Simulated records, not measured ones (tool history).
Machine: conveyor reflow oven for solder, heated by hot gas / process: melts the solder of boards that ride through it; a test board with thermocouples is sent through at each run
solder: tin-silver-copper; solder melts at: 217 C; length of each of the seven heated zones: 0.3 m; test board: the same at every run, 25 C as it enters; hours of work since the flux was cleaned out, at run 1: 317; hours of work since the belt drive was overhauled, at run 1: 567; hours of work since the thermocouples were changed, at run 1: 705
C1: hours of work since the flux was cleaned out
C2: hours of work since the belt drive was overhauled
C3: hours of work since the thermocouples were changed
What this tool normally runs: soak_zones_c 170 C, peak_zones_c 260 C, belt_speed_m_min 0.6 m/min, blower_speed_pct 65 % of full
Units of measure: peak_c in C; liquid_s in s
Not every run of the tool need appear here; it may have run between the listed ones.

Run 1, hour 0: usual settings; C1 317; C2 567; C3 705. Result: peak_c 249.6 C, liquid_s 43.8 s.
Run 2, hour 35.6: usual settings; C1 339; C2 588; C3 727. Result: peak_c 249.8 C, liquid_s 43.7 s.
Run 3, hour 65.9: usual settings; C1 357; C2 607; C3 745. Result: peak_c 249.6 C, liquid_s 44.2 s.
Run 4, hour 107.7: usual settings but belt_speed_m_min 0.603 m/min; C1 383; C2 632; C3 771. Result: peak_c 249.4 C, liquid_s 43.6 s.
Run 5, hour 150.4: usual settings but soak_zones_c 173 C; C1 409; C2 658; C3 797. Result: peak_c 250.2 C, liquid_s 44.7 s.
Run 6, hour 173.2: usual settings but belt_speed_m_min 0.506 m/min; C1 422; C2 672; C3 810. Result: peak_c 253.7 C, liquid_s 56.5 s.
Run 7, hour 197.2: usual settings but belt_speed_m_min 0.506 m/min; C1 437; C2 687; C3 825. Result: peak_c 252.7 C, liquid_s 55.5 s.
At hour 218.1: flux residue cleaned out of gas plates and filters.
Run 8, hour 233.5: usual settings but belt_speed_m_min 0.506 m/min; C1 9; C2 706; C3 844. Result: peak_c 253.5 C, liquid_s 56 s.
Run 9, hour 251.2: usual settings but belt_speed_m_min 0.506 m/min; C1 20; C2 716; C3 855. Result: peak_c 253 C, liquid_s 55.8 s.
Run 10, hour 287.1: usual settings but belt_speed_m_min 0.506 m/min; C1 42; C2 738; C3 877. Result: peak_c 253.2 C, liquid_s 55.8 s.
Run 11, hour 324.6: usual settings but peak_zones_c 257 C; C1 65; C2 761; C3 899. Result: peak_c 246.7 C, liquid_s 42.4 s.
Run 12, hour 360.8: usual settings but peak_zones_c 257 C; C1 87; C2 783; C3 921. Result: peak_c 247 C, liquid_s 42.3 s.
Run 13, hour 378.5: usual settings but peak_zones_c 268 C, belt_speed_m_min 0.585 m/min; C1 97; C2 794; C3 932. Result: peak_c 257.5 C, liquid_s 48.9 s.
Run 14, hour 403.6: usual settings but peak_zones_c 268 C, belt_speed_m_min 0.585 m/min; C1 113; C2 809; C3 947. Result: peak_c 257.6 C, liquid_s 49.2 s.
At hour 426.8: thermocouples of zones 6 and 7 changed.
Run 15, hour 444.3: usual settings but peak_zones_c 268 C, belt_speed_m_min 0.585 m/min; C1 136; C2 832; C3 11. Result: peak_c 257.5 C, liquid_s 49 s.
Run 16, hour 472.2: usual settings but soak_zones_c 171 C, peak_zones_c 249 C, belt_speed_m_min 0.49 m/min, blower_speed_pct 62 % of full; C1 153; C2 849; C3 28. Result: peak_c 243.8 C, liquid_s 51.6 s.
Run 17, hour 506.5: usual settings but soak_zones_c 171 C, peak_zones_c 249 C, belt_speed_m_min 0.49 m/min, blower_speed_pct 62 % of full; C1 174; C2 870; C3 48. Result: peak_c 242.9 C, liquid_s 51.5 s.
Run 18, hour 545.2: usual settings but soak_zones_c 160 C, peak_zones_c 253 C, belt_speed_m_min 0.647 m/min, blower_speed_pct 59 % of full; C1 198; C2 894; C3 72. Result: peak_c 238.3 C, liquid_s 29.4 s.
Run 19, hour 565.3: usual settings but belt_speed_m_min 0.526 m/min, blower_speed_pct 60 % of full; C1 210; C2 906; C3 84. Result: peak_c 251.2 C, liquid_s 52.2 s.
Run 20, hour 606: usual settings but belt_speed_m_min 0.549 m/min, blower_speed_pct 60 % of full; C1 235; C2 931; C3 109. Result: peak_c 250.4 C, liquid_s 49 s.
Run 21, hour 638: usual settings but soak_zones_c 182 C, peak_zones_c 273 C, belt_speed_m_min 0.542 m/min, blower_speed_pct 73 % of full; C1 254; C2 950; C3 128. Result: peak_c 266.2 C, liquid_s 60.4 s.
Run 22, hour 669.4: usual settings but soak_zones_c 177 C, peak_zones_c 262 C, belt_speed_m_min 0.691 m/min, blower_speed_pct 73 % of full; C1 273; C2 969; C3 147. Result: peak_c 250.3 C, liquid_s 39.9 s.
Run 23, hour 689: usual settings but soak_zones_c 180 C, peak_zones_c 271 C, belt_speed_m_min 0.681 m/min, blower_speed_pct 85 % of full; C1 285; C2 981; C3 159. Result: peak_c 261.5 C, liquid_s 46 s.

Hidden state at the last listed run before each entry between runs and at the first one after, where it differs:
Between runs 7 and 8: flux residue cleaned out of gas plates and filters (hour 218.1)
  heat that the gas passes to the board, % of a clean oven's: 99.5 -> 100; true gas temperature in zones 6 and 7 over the reading, C: 0.13 -> 0.14
Between runs 14 and 15: thermocouples of zones 6 and 7 changed (hour 426.8)
  heat that the gas passes to the board, % of a clean oven's: 99.9 -> 99.8; true gas temperature in zones 6 and 7 over the reading, C: 0.15 -> 0

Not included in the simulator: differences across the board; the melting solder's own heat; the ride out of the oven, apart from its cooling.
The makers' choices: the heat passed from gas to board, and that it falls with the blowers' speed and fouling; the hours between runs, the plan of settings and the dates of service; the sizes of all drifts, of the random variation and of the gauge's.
